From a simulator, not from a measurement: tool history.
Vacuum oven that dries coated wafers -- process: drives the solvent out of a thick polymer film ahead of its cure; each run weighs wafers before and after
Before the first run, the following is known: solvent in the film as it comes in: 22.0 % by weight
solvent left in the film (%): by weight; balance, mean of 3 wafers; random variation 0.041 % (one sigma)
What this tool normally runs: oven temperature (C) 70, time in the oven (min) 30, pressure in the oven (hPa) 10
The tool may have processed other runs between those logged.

run     day  oven temperature (C)  time in the oven (min)  pressure in the oven (hPa)  solvent left in the film (%)
  1       0                    70                      30                          10                          1.65
  2   1.833                    59                      30                          10                          4.21
  3   3.708                    59                      30                          10                          4.24
  4   5.462                    59                      30                          10                          4.16
  5     6.6                    59                      30                          10                          4.27
  6   8.546                    70                      30                          10                          1.63
  7   9.596                    70                      30                          10                          1.62
  8  11.525                    70                      30                          10                          1.63
  9  12.979                    70                      33                          10                          1.33
 10  14.867                    70                      33                          10                          1.36
 11  16.275                    70                      33                          10                           1.3
 12  18.079                    70                      33                          10                          1.36
 13  19.296                    70                      30                          10                          1.63
 14    21.2                    70                      30                          10                          1.56
 15  23.138                    70                      30                        26.7                          2.39
     23.333  -- vacuum gauge cleaned of residue and calibrated
 16  24.642                    70                      30                        26.7                          2.41
 17  26.062                    70                      25                         8.5                          2.27
 18  27.488                    69                      42                        25.6                          1.87
     28.221  -- vacuum gauge cleaned of residue and calibrated, once more
 19  28.596                    69                      42                        25.6                          1.66
 20  29.638                    56                      23                         8.2                          6.32
 21  30.946                    62                      21                        16.9                          5.39
 22  32.458                    83                      19                        33.3                          1.59
 23  34.042                    58                      33                          31                          5.24
 24  35.558                    68                      48                        11.6                          0.88

Expected results for the next run?
 25  37.204                    68                      48                        11.6                             ?

Run 25 produced solvent left in the film (%) 0.9.
Without the tool's hidden state the same run would have given solvent left in the film (%) 0.97.

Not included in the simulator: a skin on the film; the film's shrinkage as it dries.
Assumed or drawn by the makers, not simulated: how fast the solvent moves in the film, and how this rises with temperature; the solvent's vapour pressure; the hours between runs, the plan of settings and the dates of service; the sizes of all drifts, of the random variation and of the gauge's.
